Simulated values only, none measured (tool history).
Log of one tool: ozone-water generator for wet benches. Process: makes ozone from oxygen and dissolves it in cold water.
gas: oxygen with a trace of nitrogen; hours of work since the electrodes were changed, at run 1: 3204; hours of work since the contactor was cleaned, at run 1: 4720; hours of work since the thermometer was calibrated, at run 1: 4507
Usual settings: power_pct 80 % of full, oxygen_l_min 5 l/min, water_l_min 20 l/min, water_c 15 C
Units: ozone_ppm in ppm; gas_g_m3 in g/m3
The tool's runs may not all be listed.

| run | day | power_pct | oxygen_l_min | water_l_min | water_c | hours of work since the electrodes were changed | hours of work since the contactor was cleaned | hours of work since the thermometer was calibrated | ozone_ppm | gas_g_m3 |
|---|---|---|---|---|---|---|---|---|---|---|
| 1 | 0 | 80 | 5 | 20 | 15 | 3204 | 4720 | 4507 | 21.3 | 192.8 |
| 2 | 2.246 | 80 | 5 | 20 | 14 | 3254 | 4771 | 4558 | 21.7 | 193.5 |
| 3 | 5.729 | 80 | 3.12 | 20 | 15 | 3333 | 4850 | 4637 | 20.8 | 259.9 |
| 4 | 8.054 | 80 | 3.12 | 20 | 15 | 3386 | 4903 | 4689 | 21 | 257.9 |
| 5 | 9.938 | 80 | 3.12 | 20 | 15 | 3428 | 4945 | 4732 | 21.2 | 258.5 |
| 6 | 12.712 | 80 | 3.12 | 20 | 15 | 3491 | 5008 | 4795 | 20.9 | 259.2 |
| 7 | 14.421 | 80 | 3.12 | 20 | 15 | 3530 | 5046 | 4833 | 20.8 | 259.9 |
| 8 | 16.642 | 80 | 5 | 20 | 15 | 3580 | 5097 | 4884 | 21.1 | 193.9 |
| 9 | 19.025 | 80 | 5 | 20 | 15 | 3634 | 5151 | 4937 | 21.4 | 193.2 |
| 10 | 20.825 | 80 | 5 | 20 | 15 | 3675 | 5191 | 4978 | 21.2 | 195.6 |
| 11 | 24.229 | 80 | 5 | 14 | 15 | 3752 | 5268 | 5055 | 28.1 | 193.7 |
| 12 | 26.846 | 80 | 4.22 | 13 | 11 | 3811 | 5327 | 5114 | 32.7 | 215.3 |
| 13 | 29.125 | 91 | 7.68 | 13 | 15 | 3862 | 5379 | 5166 | 29.6 | 160.8 |
| 14 | 31.754 | 91 | 7.68 | 15 | 16 | 3922 | 5439 | 5225 | 26.6 | 159.9 |
| 15 | 35.008 | 80 | 4.9 | 20 | 15 | 3995 | 5512 | 5299 | 21.3 | 198.3 |
| 16 | 37.496 | 80 | 4.06 | 14 | 15 | 4052 | 5568 | 5355 | 28.9 | 221 |
| 17 | 39.983 | 80 | 4.06 | 14 | 15 | 4108 | 5625 | 5412 | 28.7 | 222.7 |
|  | 42.312 | contactor cleaned |
| 18 | 43.804 | 80 | 4.06 | 15 | 15 | 4191 | 34 | 5494 | 27.5 | 219.4 |
| 19 | 46.317 | 76 | 4.06 | 15 | 17 | 4247 | 91 | 5551 | 25.9 | 216.2 |

Forecast each of these 4 alternatives for the next run:
| A | 50.138 | 78 | 4.06 | 30 | 17 | 4334 | 177 | 5637 | ? | ? |
| B | 50.138 | 74 | 5 | 25 | 7 | 4334 | 177 | 5637 | ? | ? |
| C | 50.138 | 76 | 4.06 | 28 | 15 | 4334 | 177 | 5637 | ? | ? |
| D | 50.138 | 89 | 5 | 20 | 9 | 4334 | 177 | 5637 | ? | ? |

| run | ozone_ppm | gas_g_m3 |
|---|---|---|
| A | 13.5 | 219.4 |
| B | 17.9 | 186.2 |
| C | 14.7 | 215.7 |
| D | 24.3 | 208.4 |
Without the tool's hidden state the same runs would have given:
| run | ozone_ppm | gas_g_m3 |
|---|---|---|
| A | 13.6 | 217.2 |
| B | 17.9 | 184.3 |
| C | 14.7 | 213.5 |
| D | 24.4 | 206.3 |

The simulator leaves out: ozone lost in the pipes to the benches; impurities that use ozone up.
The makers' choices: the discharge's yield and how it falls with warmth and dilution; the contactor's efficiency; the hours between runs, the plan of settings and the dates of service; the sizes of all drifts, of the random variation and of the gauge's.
